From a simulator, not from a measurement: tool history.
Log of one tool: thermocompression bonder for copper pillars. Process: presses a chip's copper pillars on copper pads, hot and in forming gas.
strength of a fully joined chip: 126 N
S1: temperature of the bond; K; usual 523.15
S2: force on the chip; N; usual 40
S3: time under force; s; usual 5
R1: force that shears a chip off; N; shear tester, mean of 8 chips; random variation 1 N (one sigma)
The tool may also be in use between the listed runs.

{"run": 1, "hour": 0.0, "S1": 523.15, "S2": 40, "S3": 5, "R1": 87.9}
{"run": 2, "hour": 38.6, "S1": 523.15, "S2": 40, "S3": 5, "R1": 86.6}
{"run": 3, "hour": 61.2, "S1": 523.15, "S2": 40, "S3": 5, "R1": 88.8}
{"run": 4, "hour": 93.0, "S1": 523.15, "S2": 40, "S3": 5, "R1": 88.4}
{"run": 5, "hour": 131.7, "S1": 523.15, "S2": 40, "S3": 5, "R1": 86.9}
{"run": 6, "hour": 161.3, "S1": 504.15, "S2": 33, "S3": 8, "R1": 72.9}
{"run": 7, "hour": 185.4, "S1": 504.15, "S2": 33, "S3": 8, "R1": 71.1}
{"run": 8, "hour": 225.2, "S1": 532.15, "S2": 31, "S3": 8, "R1": 87.3}
{"run": 9, "hour": 242.5, "S1": 518.15, "S2": 25, "S3": 5, "R1": 56.7}
{"run": 10, "hour": 271.7, "S1": 518.15, "S2": 25, "S3": 5, "R1": 55.9}

Taken out of this log: 1 entry between the listed runs. Where each belongs, and how the hidden state differs across it:
Between runs 1 and 2: forming gas filter changed (hour 19.6)
  oxide that the forming gas leaves, % of the face: 1.5 -> 0.54

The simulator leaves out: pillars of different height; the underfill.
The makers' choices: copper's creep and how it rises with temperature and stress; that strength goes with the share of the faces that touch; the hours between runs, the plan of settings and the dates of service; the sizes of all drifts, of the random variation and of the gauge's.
